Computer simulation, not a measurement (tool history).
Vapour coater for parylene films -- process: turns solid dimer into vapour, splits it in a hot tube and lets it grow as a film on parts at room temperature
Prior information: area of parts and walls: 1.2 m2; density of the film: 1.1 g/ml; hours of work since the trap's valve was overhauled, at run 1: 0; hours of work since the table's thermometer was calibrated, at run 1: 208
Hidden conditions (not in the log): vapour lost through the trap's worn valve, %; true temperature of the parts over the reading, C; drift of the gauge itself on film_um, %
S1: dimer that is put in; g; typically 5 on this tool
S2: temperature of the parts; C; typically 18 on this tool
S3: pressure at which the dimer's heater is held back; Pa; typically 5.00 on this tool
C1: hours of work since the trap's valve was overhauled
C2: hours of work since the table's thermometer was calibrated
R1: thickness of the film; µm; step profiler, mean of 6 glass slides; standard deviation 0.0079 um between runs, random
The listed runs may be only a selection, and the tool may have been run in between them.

run,hour,S1,S2,S3,C1,C2,R1
1,0.0,5,18,5.00,0,208,1.819
2,21.8,5,18,5.00,19,226,1.813
3,50.9,5,18,5.00,44,252,1.797
4,90.4,5,18,5.00,78,286,1.791
5,118.6,5,18,5.00,103,310,1.803
6,159.5,5,18,5.00,138,346,1.765
7,205.8,5,18,5.00,178,386,1.762
8,242.6,5,18,5.00,210,418,1.757
# hour 283.9: trap's valve overhauled
9,283.9,5,18,5.00,0,450,1.843
10,324.1,5,18,5.00,35,485,1.840
11,357.1,5,18,5.00,63,513,1.810
12,384.4,5,18,5.00,87,537,1.795
13,435.7,5,18,5.00,132,582,1.807
14,467.2,5,15,5.00,159,609,2.084
15,517.7,5,15,5.00,203,653,2.067
16,559.7,5,15,5.00,239,689,2.040
# hour 566.7: trap's valve overhauled
17,605.7,5,15,5.00,34,725,2.146
18,642.3,5,15,5.00,66,757,2.134
19,664.7,5,15,5.00,85,777,2.135
20,694.8,5,15,5.00,111,803,2.116
21,723.6,5,17,5.00,136,828,1.910
22,770.6,5,17,5.00,177,868,1.903
23,817.6,5,17,5.00,217,909,1.895
# hour 849.8: trap's valve overhauled
24,861.9,5,17,5.00,10,944,2.006
25,899.0,8,10,3.35,43,976,4.846
26,920.8,2,25,3.35,62,995,0.571
27,967.0,8,14,6.13,101,1035,3.491
# hour 972.6: table's thermometer calibrated
28,991.3,8,14,6.13,122,16,3.302
29,1029.2,5,13,3.36,154,49,2.425
30,1074.7,5,13,3.36,194,88,2.399
31,1120.5,5,24,3.21,234,128,1.399
# hour 1133.4: trap's valve overhauled
32,1152.0,5,21,5.35,16,152,1.549
33,1202.8,5,21,5.35,60,196,1.522
34,1235.4,5,11,9.64,88,224,2.210
35,1261.1,5,11,9.64,111,247,2.206
36,1289.2,2,11,9.64,135,271,0.891
37,1320.5,2,15,8.60,162,298,0.725
38,1356.5,2,15,8.60,193,329,0.731
39,1390.4,6,18,2.34,223,359,2.420
# hour 1418.0: trap's valve overhauled
40,1432.2,6,17,2.14,12,391,2.719
41,1460.3,2,12,3.24,37,416,1.073
42,1503.1,2,27,5.00,74,453,0.454
43,1530.6,2,27,5.00,97,476,0.460
44,1578.1,4,14,2.73,139,518,1.950

Each row is a separate what-if for the run after 44, all from the same tool condition, not one after another. Results?
A,1621.1,8,14,2.73,176,555,?
B,1621.1,5,14,2.73,176,555,?
C,1621.1,6,18,5.78,176,555,?
D,1621.1,2,14,2.73,176,555,?
E,1621.1,5,27,5.00,176,555,?

run,R1
A,3.899
B,2.428
C,2.084
D,0.970
E,1.129
Take away the tool's hidden state, keep each run's random variation, and the runs would have read:
run,R1
A,3.953
B,2.462
C,2.113
D,0.983
E,1.144
